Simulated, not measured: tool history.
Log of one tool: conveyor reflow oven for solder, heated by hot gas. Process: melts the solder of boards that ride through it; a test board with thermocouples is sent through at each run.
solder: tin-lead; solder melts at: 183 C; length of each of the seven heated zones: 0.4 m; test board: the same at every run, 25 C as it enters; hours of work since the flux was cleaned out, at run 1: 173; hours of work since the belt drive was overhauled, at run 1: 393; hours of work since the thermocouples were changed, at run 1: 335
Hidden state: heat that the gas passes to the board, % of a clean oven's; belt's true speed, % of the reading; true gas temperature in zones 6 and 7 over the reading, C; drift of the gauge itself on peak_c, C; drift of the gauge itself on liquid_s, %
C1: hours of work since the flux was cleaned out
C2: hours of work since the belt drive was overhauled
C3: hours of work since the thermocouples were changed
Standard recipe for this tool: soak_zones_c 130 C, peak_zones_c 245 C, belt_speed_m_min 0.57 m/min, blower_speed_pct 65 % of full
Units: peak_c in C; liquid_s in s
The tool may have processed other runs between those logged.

run 1 hour=0 | soak_zones_c=130 peak_zones_c=245 belt_speed_m_min=0.57 blower_speed_pct=65 | C1=173 C2=393 C3=335 | peak_c=224.3 liquid_s=65.4
run 2 hour=11 | soak_zones_c=130 peak_zones_c=245 belt_speed_m_min=0.57 blower_speed_pct=86 | C1=179 C2=400 C3=342 | peak_c=228.5 liquid_s=69.2
run 3 hour=26.5 | soak_zones_c=130 peak_zones_c=245 belt_speed_m_min=0.57 blower_speed_pct=86 | C1=188 C2=409 C3=351 | peak_c=228.8 liquid_s=68.8
run 4 hour=37.6 | soak_zones_c=123 peak_zones_c=245 belt_speed_m_min=0.57 blower_speed_pct=65 | C1=195 C2=416 C3=358 | peak_c=223.3 liquid_s=62.5
run 5 hour=47.8 | soak_zones_c=130 peak_zones_c=259 belt_speed_m_min=0.57 blower_speed_pct=65 | C1=201 C2=422 C3=364 | peak_c=236.6 liquid_s=73.3
run 6 hour=54.7 | soak_zones_c=130 peak_zones_c=236 belt_speed_m_min=0.57 blower_speed_pct=65 | C1=205 C2=426 C3=368 | peak_c=216.8 liquid_s=59.5
run 7 hour=63.6 | soak_zones_c=130 peak_zones_c=236 belt_speed_m_min=0.57 blower_speed_pct=65 | C1=211 C2=431 C3=373 | peak_c=216.9 liquid_s=59.4
run 8 hour=74.2 | soak_zones_c=140 peak_zones_c=245 belt_speed_m_min=0.57 blower_speed_pct=65 | C1=217 C2=437 C3=379 | peak_c=226.3 liquid_s=70.6
run 9 hour=85 | soak_zones_c=140 peak_zones_c=245 belt_speed_m_min=0.57 blower_speed_pct=65 | C1=223 C2=444 C3=386 | peak_c=226.2 liquid_s=70.5
run 10 hour=97.2 | soak_zones_c=140 peak_zones_c=245 belt_speed_m_min=0.57 blower_speed_pct=65 | C1=230 C2=451 C3=393 | peak_c=226.1 liquid_s=70.5
run 11 hour=106 | soak_zones_c=140 peak_zones_c=245 belt_speed_m_min=0.57 blower_speed_pct=65 | C1=236 C2=456 C3=398 | peak_c=226.5 liquid_s=70.3
run 12 hour=118.3 | soak_zones_c=130 peak_zones_c=245 belt_speed_m_min=0.499 blower_speed_pct=65 | C1=243 C2=463 C3=406 | peak_c=229.3 liquid_s=79
run 13 hour=130.7 | soak_zones_c=130 peak_zones_c=245 belt_speed_m_min=0.499 blower_speed_pct=65 | C1=250 C2=471 C3=413 | peak_c=229.3 liquid_s=79.4
run 14 hour=141.3 | soak_zones_c=124 peak_zones_c=245 belt_speed_m_min=0.57 blower_speed_pct=64 | C1=257 C2=477 C3=419 | peak_c=223.2 liquid_s=62.4
run 15 hour=152.7 | soak_zones_c=132 peak_zones_c=245 belt_speed_m_min=0.57 blower_speed_pct=62 | C1=263 C2=484 C3=426 | peak_c=224.4 liquid_s=65.8
run 16 hour=166.8 | soak_zones_c=140 peak_zones_c=257 belt_speed_m_min=0.655 blower_speed_pct=58 | C1=272 C2=492 C3=434 | peak_c=228.6 liquid_s=62.3
run 17 hour=174.5 | soak_zones_c=121 peak_zones_c=257 belt_speed_m_min=0.606 blower_speed_pct=84 | C1=276 C2=497 C3=439 | peak_c=235.2 liquid_s=66.1
run 18 hour=184.9 | soak_zones_c=121 peak_zones_c=257 belt_speed_m_min=0.606 blower_speed_pct=84 | C1=282 C2=503 C3=445 | peak_c=235.5 liquid_s=66
run 19 hour=192.6 | soak_zones_c=130 peak_zones_c=239 belt_speed_m_min=0.608 blower_speed_pct=80 | C1=287 C2=507 C3=450 | peak_c=220.3 liquid_s=58.2
run 20 hour=201.5 | soak_zones_c=141 peak_zones_c=238 belt_speed_m_min=0.527 blower_speed_pct=70 | C1=292 C2=513 C3=455 | peak_c=224 liquid_s=75.4
run 21 hour=210.9 | soak_zones_c=141 peak_zones_c=238 belt_speed_m_min=0.527 blower_speed_pct=70 | C1=298 C2=518 C3=461 | peak_c=223.8 liquid_s=75.3

Branching from run 21: 5 alternative next runs. What would each branch give?
run A hour=219.3 | soak_zones_c=117 peak_zones_c=237 belt_speed_m_min=0.57 blower_speed_pct=58 | C1=303 C2=523 C3=466 | peak_c=? liquid_s=?
run B hour=219.3 | soak_zones_c=130 peak_zones_c=241 belt_speed_m_min=0.57 blower_speed_pct=79 | C1=303 C2=523 C3=466 | peak_c=? liquid_s=?
run C hour=219.3 | soak_zones_c=140 peak_zones_c=238 belt_speed_m_min=0.527 blower_speed_pct=52 | C1=303 C2=523 C3=466 | peak_c=? liquid_s=?
run D hour=219.3 | soak_zones_c=125 peak_zones_c=238 belt_speed_m_min=0.527 blower_speed_pct=53 | C1=303 C2=523 C3=466 | peak_c=? liquid_s=?
run E hour=219.3 | soak_zones_c=139 peak_zones_c=245 belt_speed_m_min=0.527 blower_speed_pct=87 | C1=303 C2=523 C3=466 | peak_c=? liquid_s=?

run=A peak_c=212.8 liquid_s=51.1
run=B peak_c=224.1 liquid_s=65.5
run=C peak_c=219.4 liquid_s=70.8
run=D peak_c=217 liquid_s=62.6
run=E peak_c=232.2 liquid_s=80.3
What these runs would have given with no unlogged condition in the tool:
run=A peak_c=212.8 liquid_s=51.1
run=B peak_c=224.1 liquid_s=65.5
run=C peak_c=219.4 liquid_s=70.8
run=D peak_c=217 liquid_s=62.6
run=E peak_c=232.2 liquid_s=80.3
